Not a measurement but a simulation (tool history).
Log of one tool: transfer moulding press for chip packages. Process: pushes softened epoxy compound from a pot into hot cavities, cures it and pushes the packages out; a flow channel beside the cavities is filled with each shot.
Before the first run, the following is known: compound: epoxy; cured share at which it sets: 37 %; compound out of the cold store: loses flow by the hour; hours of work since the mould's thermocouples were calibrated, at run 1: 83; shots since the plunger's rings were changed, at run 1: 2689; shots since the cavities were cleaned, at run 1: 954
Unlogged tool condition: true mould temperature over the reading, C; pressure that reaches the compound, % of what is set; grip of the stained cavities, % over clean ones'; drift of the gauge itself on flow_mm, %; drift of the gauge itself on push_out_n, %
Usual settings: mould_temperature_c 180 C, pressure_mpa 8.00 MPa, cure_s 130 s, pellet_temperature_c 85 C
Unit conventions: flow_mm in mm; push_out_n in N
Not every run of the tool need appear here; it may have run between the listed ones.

| run | hour | mould_temperature_c | pressure_mpa | cure_s | pellet_temperature_c | hours of work since the mould's thermocouples were calibrated | shots since the plunger's rings were changed | shots since the cavities were cleaned | incoming compound's hours out of the cold store | flow_mm | push_out_n |
|---|---|---|---|---|---|---|---|---|---|---|---|
| 1 | 0.0 | 180 | 8.00 | 130 | 85 | 83 | 2689 | 954 | 43.8 | 477 | 633 |
| 2 | 7.9 | 180 | 8.00 | 130 | 85 | 89 | 2784 | 1049 | 11.3 | 537 | 711 |
|  | 10.3 | cavities cleaned with cleaning compound and waxed |
| 3 | 17.9 | 180 | 8.00 | 130 | 85 | 95 | 2886 | 91 | 12.4 | 540 | 739 |
|  | 25.9 | plunger's sealing rings changed |
| 4 | 28.4 | 180 | 8.00 | 130 | 85 | 102 | 31 | 189 | 23.4 | 537 | 743 |
|  | 35.0 | cavities cleaned with cleaning compound and waxed, once more |
| 5 | 38.3 | 180 | 8.00 | 130 | 85 | 108 | 131 | 39 | 32.4 | 510 | 432 |
| 6 | 46.7 | 180 | 8.00 | 130 | 85 | 115 | 233 | 141 | 14.3 | 554 | 508 |
| 7 | 51.7 | 180 | 8.00 | 130 | 87 | 118 | 293 | 201 | 42.9 | 492 | 510 |
| 8 | 56.5 | 180 | 8.00 | 130 | 87 | 122 | 351 | 259 | 21.2 | 534 | 541 |
| 9 | 60.8 | 180 | 8.00 | 159 | 85 | 126 | 403 | 311 | 31.3 | 517 | 487 |
| 10 | 69.2 | 180 | 8.00 | 130 | 85 | 132 | 505 | 413 | 47.8 | 478 | 558 |
| 11 | 77.4 | 180 | 8.00 | 130 | 85 | 138 | 604 | 512 | 44.8 | 490 | 588 |
| 12 | 86.2 | 180 | 7.33 | 130 | 85 | 145 | 710 | 618 | 45.2 | 468 | 627 |
| 13 | 95.5 | 180 | 8.00 | 130 | 85 | 153 | 822 | 730 | 23.0 | 533 | 633 |
| 14 | 99.8 | 180 | 8.00 | 130 | 85 | 156 | 874 | 782 | 24.6 | 523 | 669 |
| 15 | 104.9 | 180 | 9.31 | 130 | 85 | 160 | 936 | 844 | 38.0 | 543 | 641 |
| 16 | 109.9 | 185 | 9.31 | 130 | 86 | 164 | 996 | 904 | 22.5 | 559 | 601 |
| 17 | 117.5 | 180 | 8.00 | 149 | 88 | 170 | 1088 | 996 | 47.5 | 478 | 636 |
| 18 | 122.6 | 186 | 6.20 | 129 | 77 | 174 | 1150 | 1058 | 26.8 | 444 | 628 |
|  | 124.9 | cavities cleaned with cleaning compound and waxed |
| 19 | 131.0 | 180 | 8.00 | 147 | 85 | 179 | 1233 | 74 | 33.3 | 505 | 429 |
| 20 | 136.1 | 180 | 8.00 | 147 | 85 | 183 | 1295 | 136 | 43.3 | 487 | 451 |
| 21 | 140.9 | 180 | 8.00 | 147 | 85 | 187 | 1352 | 193 | 24.2 | 524 | 472 |
| 22 | 149.6 | 180 | 6.56 | 137 | 88 | 193 | 1457 | 298 | 24.7 | 473 | 520 |
| 23 | 155.9 | 180 | 6.41 | 130 | 85 | 198 | 1534 | 375 | 44.3 | 428 | 550 |
| 24 | 162.4 | 180 | 8.00 | 130 | 75 | 203 | 1612 | 453 | 45.6 | 482 | 601 |
| 25 | 169.7 | 184 | 7.67 | 119 | 78 | 209 | 1700 | 541 | 17.9 | 509 | 576 |
| 26 | 178.7 | 179 | 6.78 | 119 | 79 | 216 | 1809 | 650 | 31.2 | 469 | 742 |
| 27 | 184.2 | 172 | 7.16 | 130 | 85 | 220 | 1875 | 716 | 33.5 | 491 | 979 |
| 28 | 192.5 | 176 | 6.64 | 130 | 78 | 227 | 1976 | 817 | 11.0 | 506 | 826 |
| 29 | 200.9 | 176 | 6.64 | 136 | 77 | 233 | 2077 | 918 | 42.3 | 449 | 756 |

4 ways to go on from here, each from the tool as it stands after run 29. What would each give?
| A | 206.3 | 176 | 9.52 | 130 | 77 | 238 | 2142 | 983 | 39.5 | ? | ? |
| B | 206.3 | 180 | 8.00 | 129 | 85 | 238 | 2142 | 983 | 32.5 | ? | ? |
| C | 206.3 | 180 | 8.00 | 133 | 82 | 238 | 2142 | 983 | 35.8 | ? | ? |
| D | 206.3 | 176 | 6.59 | 136 | 77 | 238 | 2142 | 983 | 30.7 | ? | ? |

| run | flow_mm | push_out_n |
|---|---|---|
| A | 544 | 816 |
| B | 499 | 716 |
| C | 493 | 655 |
| D | 465 | 771 |
The same runs, with their run-to-run variation unchanged, on a tool lacking any hidden condition would have given:
| run | flow_mm | push_out_n |
|---|---|---|
| A | 563 | 517 |
| B | 517 | 459 |
| C | 511 | 419 |
| D | 481 | 490 |
